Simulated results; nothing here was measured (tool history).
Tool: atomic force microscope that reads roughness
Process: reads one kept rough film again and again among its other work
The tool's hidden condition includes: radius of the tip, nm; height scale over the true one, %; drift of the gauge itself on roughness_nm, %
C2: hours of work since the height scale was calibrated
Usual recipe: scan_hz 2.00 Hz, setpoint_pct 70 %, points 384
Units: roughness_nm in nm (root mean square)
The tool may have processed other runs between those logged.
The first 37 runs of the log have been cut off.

At day 65.167: new tip fitted.
Run 38, day 65.254: usual settings but scan_hz 0.58 Hz, setpoint_pct 59 %, points 643; pictures with this tip 4; C2 904. Result: roughness_nm 0.872 nm (root mean square).
Run 39, day 66.929: usual settings but points 308; pictures with this tip 71; C2 935. Result: roughness_nm 0.769 nm (root mean square).
At day 68.221: new tip fitted.
Run 40, day 68.396: usual settings but points 308; pictures with this tip 7; C2 962. Result: roughness_nm 0.803 nm (root mean square).
Run 41, day 70.246: usual settings but scan_hz 0.70 Hz, setpoint_pct 63 %, points 308; pictures with this tip 82; C2 996. Result: roughness_nm 0.830 nm (root mean square).
At day 71.283: new tip fitted.
Run 42, day 72.462: usual settings but scan_hz 0.70 Hz, setpoint_pct 63 %, points 308; pictures with this tip 47; C2 1036. Result: roughness_nm 0.847 nm (root mean square).
At day 74.288: new tip fitted.
Run 43, day 74.608: usual settings but scan_hz 0.70 Hz, setpoint_pct 63 %, points 308; pictures with this tip 13; C2 1075. Result: roughness_nm 0.841 nm (root mean square).
Run 44, day 75.933: usual settings but scan_hz 1.29 Hz; pictures with this tip 66; C2 1100. Result: roughness_nm 0.804 nm (root mean square).
Run 45, day 77.100: usual settings but scan_hz 1.28 Hz, setpoint_pct 64 %, points 463; pictures with this tip 113; C2 1121. Result: roughness_nm 0.805 nm (root mean square).

Each row is a separate what-if for the run after 45, all from the same tool condition, not one after another. Results?
At day 77.342: new tip fitted.
Run A, day 78.492: usual settings but scan_hz 0.54 Hz, points 592; pictures with this tip 46; C2 1146. Result: roughness_nm ?.
At day 77.342: new tip fitted.
Run B, day 78.492: usual settings but scan_hz 1.98 Hz, setpoint_pct 68 %, points 611; pictures with this tip 46; C2 1146. Result: roughness_nm ?.
At day 77.342: new tip fitted.
Run C, day 78.492: usual settings but scan_hz 2.40 Hz; pictures with this tip 46; C2 1146. Result: roughness_nm ?.
At day 77.342: new tip fitted.
Run D, day 78.492: usual settings but scan_hz 2.54 Hz, setpoint_pct 82 %, points 492; pictures with this tip 46; C2 1146. Result: roughness_nm ?.

run  roughness_nm
  A         0.853
  B         0.801
  C         0.761
  D         0.702
Had the tool no hidden state, the same runs would have come out as:
run  roughness_nm
  A         0.893
  B         0.839
  C         0.797
  D         0.736

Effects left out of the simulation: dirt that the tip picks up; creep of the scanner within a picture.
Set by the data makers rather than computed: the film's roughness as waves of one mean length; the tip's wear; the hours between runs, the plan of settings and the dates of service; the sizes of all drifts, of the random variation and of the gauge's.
